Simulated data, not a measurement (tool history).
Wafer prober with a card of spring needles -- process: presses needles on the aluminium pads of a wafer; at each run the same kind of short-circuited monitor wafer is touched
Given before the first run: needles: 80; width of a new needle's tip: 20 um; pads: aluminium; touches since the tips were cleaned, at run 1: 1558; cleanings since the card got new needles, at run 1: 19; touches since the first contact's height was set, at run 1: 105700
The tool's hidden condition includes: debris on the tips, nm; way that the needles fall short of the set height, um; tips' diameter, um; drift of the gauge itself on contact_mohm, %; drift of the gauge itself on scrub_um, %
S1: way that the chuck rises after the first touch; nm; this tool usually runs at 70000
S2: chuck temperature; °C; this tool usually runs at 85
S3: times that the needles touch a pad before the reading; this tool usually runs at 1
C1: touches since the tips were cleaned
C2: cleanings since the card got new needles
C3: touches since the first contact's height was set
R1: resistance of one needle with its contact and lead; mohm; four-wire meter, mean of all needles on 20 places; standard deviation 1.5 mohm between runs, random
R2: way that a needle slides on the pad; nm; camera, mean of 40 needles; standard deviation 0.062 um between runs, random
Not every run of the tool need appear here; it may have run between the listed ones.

run 1 hour=0 | S1=70000 S2=85 S3=1 | C1=1558 C2=19 C3=105700 | R1=152 R2=9340
-- hour=7.5 tips cleaned on abrasive film
run 2 hour=11.1 | S1=70000 S2=85 S3=1 | C1=1595 C2=20 C3=110536 | R1=160 R2=9270
-- hour=19.2 tips cleaned on abrasive film
run 3 hour=24.6 | S1=70000 S2=85 S3=1 | C1=2415 C2=21 C3=116469 | R1=162 R2=9200
-- hour=30.9 tips cleaned on abrasive film
run 4 hour=37.2 | S1=70000 S2=85 S3=1 | C1=2781 C2=22 C3=121951 | R1=167 R2=9210
-- hour=41.4 tips cleaned on abrasive film
run 5 hour=48.5 | S1=74000 S2=85 S3=1 | C1=3106 C2=23 C3=126897 | R1=162 R2=9660
-- hour=52.4 tips cleaned on abrasive film
run 6 hour=60.5 | S1=74000 S2=44 S3=1 | C1=3576 C2=24 C3=132128 | R1=167 R2=9680
-- hour=63.3 tips cleaned on abrasive film
-- hour=74.7 tips cleaned on abrasive film
run 7 hour=80.1 | S1=70000 S2=85 S3=1 | C1=2378 C2=26 C3=140686 | R1=164 R2=9160
-- hour=85.3 tips cleaned on abrasive film
-- hour=97 tips cleaned on abrasive film
run 8 hour=98.8 | S1=70000 S2=85 S3=1 | C1=781 C2=28 C3=148847 | R1=149 R2=9150
-- hour=107.7 tips cleaned on abrasive film
run 9 hour=110.4 | S1=70000 S2=59 S3=1 | C1=1190 C2=29 C3=153899 | R1=149 R2=9110
-- hour=111.6 height of the first contact set anew
-- hour=118.7 tips cleaned on abrasive film
run 10 hour=124.2 | S1=70000 S2=85 S3=1 | C1=2397 C2=30 C3=5466 | R1=169 R2=8850
-- hour=129.3 tips cleaned on abrasive film
-- hour=140.6 tips cleaned on abrasive film
run 11 hour=142.4 | S1=70000 S2=85 S3=1 | C1=824 C2=32 C3=13435 | R1=154 R2=8740
-- hour=150.9 tips cleaned on abrasive film
run 12 hour=158.6 | S1=70000 S2=40 S3=1 | C1=3385 C2=33 C3=20525 | R1=172 R2=8740
-- hour=162.7 tips cleaned on abrasive film
-- hour=174.3 tips cleaned on abrasive film
run 13 hour=174.7 | S1=70000 S2=28 S3=1 | C1=134 C2=35 C3=27502 | R1=131 R2=8720
-- hour=184.9 tips cleaned on abrasive film
run 14 hour=194.3 | S1=70000 S2=28 S3=1 | C1=4140 C2=36 C3=36127 | R1=181 R2=8730
-- hour=195.4 tips cleaned on abrasive film
-- hour=201.4 height of the first contact set anew, once more
run 15 hour=205.5 | S1=58000 S2=64 S3=1 | C1=4361 C2=37 C3=1819 | R1=192 R2=8010
-- hour=206.8 tips cleaned on abrasive film
run 16 hour=214.8 | S1=65000 S2=57 S3=1 | C1=3536 C2=38 C3=5867 | R1=176 R2=8750
-- hour=217.7 tips cleaned on abrasive film
run 17 hour=224 | S1=65000 S2=57 S3=1 | C1=2745 C2=39 C3=9853 | R1=168 R2=8840
-- hour=228.2 tips cleaned on abrasive film
-- hour=239.7 tips cleaned on abrasive film
run 18 hour=240.2 | S1=65000 S2=57 S3=1 | C1=232 C2=41 C3=16916 | R1=136 R2=8800
-- hour=250.4 tips cleaned on abrasive film
run 19 hour=258.8 | S1=70000 S2=85 S3=1 | C1=3692 C2=42 C3=25053 | R1=175 R2=9390
-- hour=261.6 tips cleaned on abrasive film
run 20 hour=269 | S1=69000 S2=53 S3=3 | C1=3269 C2=43 C3=29512 | R1=142 R2=9370
-- hour=272.9 tips cleaned on abrasive film
run 21 hour=282.9 | S1=79000 S2=85 S3=2 | C1=4439 C2=44 C3=35613 | R1=157 R2=10690
-- hour=284.1 tips cleaned on abrasive film
-- hour=295.1 tips cleaned on abrasive film
run 22 hour=298.9 | S1=79000 S2=85 S3=2 | C1=1688 C2=46 C3=42561 | R1=142 R2=10560
-- hour=306.9 tips cleaned on abrasive film
run 23 hour=310.9 | S1=65000 S2=29 S3=1 | C1=1751 C2=47 C3=47789 | R1=159 R2=8710
-- hour=317.2 tips cleaned on abrasive film
run 24 hour=321.3 | S1=65000 S2=29 S3=1 | C1=1786 C2=48 C3=52336 | R1=154 R2=8680

Entry by entry between the runs, the difference in hidden state between the last listed run before and the first listed run after:
After run 1, before run 2: tips cleaned on abrasive film (hour 7.5)
  debris on the tips, nm: 54 -> 66.7; way that the needles fall short of the set height, um: 2.04 -> 2.18; tips' diameter, um: 20.71 -> 20.76
  what was measured, less what the result would be without the hidden state, R1: +21 -> +26 mohm; R2: -280 -> -300 nm
After run 2, before run 3: tips cleaned on abrasive film (hour 19.2)
  debris on the tips, nm: 66.7 -> 73.4; way that the needles fall short of the set height, um: 2.18 -> 2.3; tips' diameter, um: 20.76 -> 20.8
  what was measured, less what the result would be without the hidden state, R1: +26 -> +29 mohm; R2: -300 -> -310 nm
After run 3, before run 4: tips cleaned on abrasive film (hour 30.9)
  debris on the tips, nm: 73.4 -> 84.6; way that the needles fall short of the set height, um: 2.3 -> 2.37; tips' diameter, um: 20.8 -> 20.83
  what was measured, less what the result would be without the hidden state, R1: +29 -> +34 mohm; R2: -310 -> -320 nm
After run 4, before run 5: tips cleaned on abrasive film (hour 41.4)
  debris on the tips, nm: 84.6 -> 88.8; way that the needles fall short of the set height, um: 2.37 -> 2.46; tips' diameter, um: 20.83 -> 20.86
  what was measured, less what the result would be without the hidden state, R1: +34 -> +32 mohm; R2: -320 -> -340 nm
After run 5, before run 6: tips cleaned on abrasive film (hour 52.4)
  debris on the tips, nm: 88.8 -> 103.9; way that the needles fall short of the set height, um: 2.46 -> 2.57; tips' diameter, um: 20.86 -> 20.9
  what was measured, less what the result would be without the hidden state, R1: +32 -> +40 mohm; R2: -340 -> -350 nm
After run 6, before run 7: tips cleaned on abrasive film (hour 63.3); tips cleaned on abrasive film (hour 74.7)
  debris on the tips, nm: 103.9 -> 83.3; way that the needles fall short of the set height, um: 2.57 -> 2.79; tips' diameter, um: 20.9 -> 20.98
  what was measured, less what the result would be without the hidden state, R1: +40 -> +33 mohm; R2: -350 -> -380 nm
After run 7, before run 8: tips cleaned on abrasive film (hour 85.3); tips cleaned on abrasive film (hour 97)
  debris on the tips, nm: 83.3 -> 36.7; way that the needles fall short of the set height, um: 2.79 -> 3.03; tips' diameter, um: 20.98 -> 21.06
  what was measured, less what the result would be without the hidden state, R1: +33 -> +16 mohm; R2: -380 -> -410 nm
After run 8, before run 9: tips cleaned on abrasive film (hour 107.7)
  debris on the tips, nm: 36.7 -> 48.5; way that the needles fall short of the set height, um: 3.03 -> 3.17; tips' diameter, um: 21.06 -> 21.11
  what was measured, less what the result would be without the hidden state, R1: +16 -> +21 mohm; R2: -410 -> -430 nm
After run 9, before run 10: height of the first contact set anew (hour 111.6); tips cleaned on abrasive film (hour 118.7)
  debris on the tips, nm: 48.5 -> 82.5; way that the needles fall short of the set height, um: 3.17 -> 4.67; tips' diameter, um: 21.11 -> 21.14
  what was measured, less what the result would be without the hidden state, R1: +21 -> +36 mohm; R2: -430 -> -630 nm
After run 10, before run 11: tips cleaned on abrasive film (hour 129.3); tips cleaned on abrasive film (hour 140.6)
  debris on the tips, nm: 82.5 -> 42.4; way that the needles fall short of the set height, um: 4.67 -> 4.88; tips' diameter, um: 21.14 -> 21.21
  what was measured, less what the result would be without the hidden state, R1: +36 -> +19 mohm; R2: -630 -> -660 nm
After run 11, before run 12: tips cleaned on abrasive film (hour 150.9)
  debris on the tips, nm: 42.4 -> 101.3; way that the needles fall short of the set height, um: 4.88 -> 4.96; tips' diameter, um: 21.21 -> 21.24
  what was measured, less what the result would be without the hidden state, R1: +19 -> +46 mohm; R2: -660 -> -670 nm
After run 12, before run 13: tips cleaned on abrasive film (hour 162.7); tips cleaned on abrasive film (hour 174.3)
  debris on the tips, nm: 101.3 -> 10.1; way that the needles fall short of the set height, um: 4.96 -> 5.17; tips' diameter, um: 21.24 -> 21.32
  what was measured, less what the result would be without the hidden state, R1: +46 -> +6 mohm; R2: -670 -> -700 nm
After run 13, before run 14: tips cleaned on abrasive film (hour 184.9)
  debris on the tips, nm: 10.1 -> 116.5; way that the needles fall short of the set height, um: 5.17 -> 5.31; tips' diameter, um: 21.32 -> 21.36
  what was measured, less what the result would be without the hidden state, R1: +6 -> +56 mohm; R2: -700 -> -720 nm
After run 14, before run 15: tips cleaned on abrasive film (hour 195.4); height of the first contact set anew, once more (hour 201.4)
  debris on the tips, nm: 116.5 -> 116.7; way that the needles fall short of the set height, um: 5.31 -> 0; tips' diameter, um: 21.36 -> 21.4
  what was measured, less what the result would be without the hidden state, R1: +56 -> +63 mohm; R2: -720 -> +0 nm
After run 15, before run 16: tips cleaned on abrasive film (hour 206.8)
  debris on the tips, nm: 116.7 -> 103.1; way that the needles fall short of the set height, um: 0 -> 0.08; tips' diameter, um: 21.4 -> 21.42
  what was measured, less what the result would be without the hidden state, R1: +63 -> +47 mohm; R2: +0 -> -10 nm
After run 16, before run 17: tips cleaned on abrasive film (hour 217.7)
  debris on the tips, nm: 103.1 -> 86.3; way that the needles fall short of the set height, um: 0.08 -> 0.19; tips' diameter, um: 21.42 -> 21.46
  what was measured, less what the result would be without the hidden state, R1: +47 -> +39 mohm; R2: -10 -> -30 nm
After run 17, before run 18: tips cleaned on abrasive film (hour 228.2); tips cleaned on abrasive film (hour 239.7)
  debris on the tips, nm: 86.3 -> 14; way that the needles fall short of the set height, um: 0.19 -> 0.37; tips' diameter, um: 21.46 -> 21.53
  what was measured, less what the result would be without the hidden state, R1: +39 -> +7 mohm; R2: -30 -> -50 nm
After run 18, before run 19: tips cleaned on abrasive film (hour 250.4)
  debris on the tips, nm: 14 -> 109.6; way that the needles fall short of the set height, um: 0.37 -> 0.49; tips' diameter, um: 21.53 -> 21.57
  what was measured, less what the result would be without the hidden state, R1: +7 -> +43 mohm; R2: -50 -> -70 nm
After run 19, before run 20: tips cleaned on abrasive film (hour 261.6)
  debris on the tips, nm: 109.6 -> 100.4; way that the needles fall short of the set height, um: 0.49 -> 0.6; tips' diameter, um: 21.57 -> 21.61
  what was measured, less what the result would be without the hidden state, R1: +43 -> +15 mohm; R2: -70 -> -80 nm
After run 20, before run 21: tips cleaned on abrasive film (hour 272.9)
  debris on the tips, nm: 100.4 -> 117.5; way that the needles fall short of the set height, um: 0.6 -> 0.7; tips' diameter, um: 21.61 -> 21.64
  what was measured, less what the result would be without the hidden state, R1: +15 -> +23 mohm; R2: -80 -> -90 nm
After run 21, before run 22: tips cleaned on abrasive film (hour 284.1); tips cleaned on abrasive film (hour 295.1)
  debris on the tips, nm: 117.5 -> 54.8; way that the needles fall short of the set height, um: 0.7 -> 0.89; tips' diameter, um: 21.64 -> 21.71
  what was measured, less what the result would be without the hidden state, R1: +23 -> +11 mohm; R2: -90 -> -120 nm
After run 22, before run 23: tips cleaned on abrasive film (hour 306.9)
  debris on the tips, nm: 54.8 -> 65.8; way that the needles fall short of the set height, um: 0.89 -> 1.01; tips' diameter, um: 21.71 -> 21.75
  what was measured, less what the result would be without the hidden state, R1: +11 -> +33 mohm; R2: -120 -> -130 nm
After run 23, before run 24: tips cleaned on abrasive film (hour 317.2)
  debris on the tips, nm: 65.8 -> 61.7; way that the needles fall short of the set height, um: 1.01 -> 1.11; tips' diameter, um: 21.75 -> 21.78
  what was measured, less what the result would be without the hidden state, R1: +33 -> +30 mohm; R2: -130 -> -150 nm
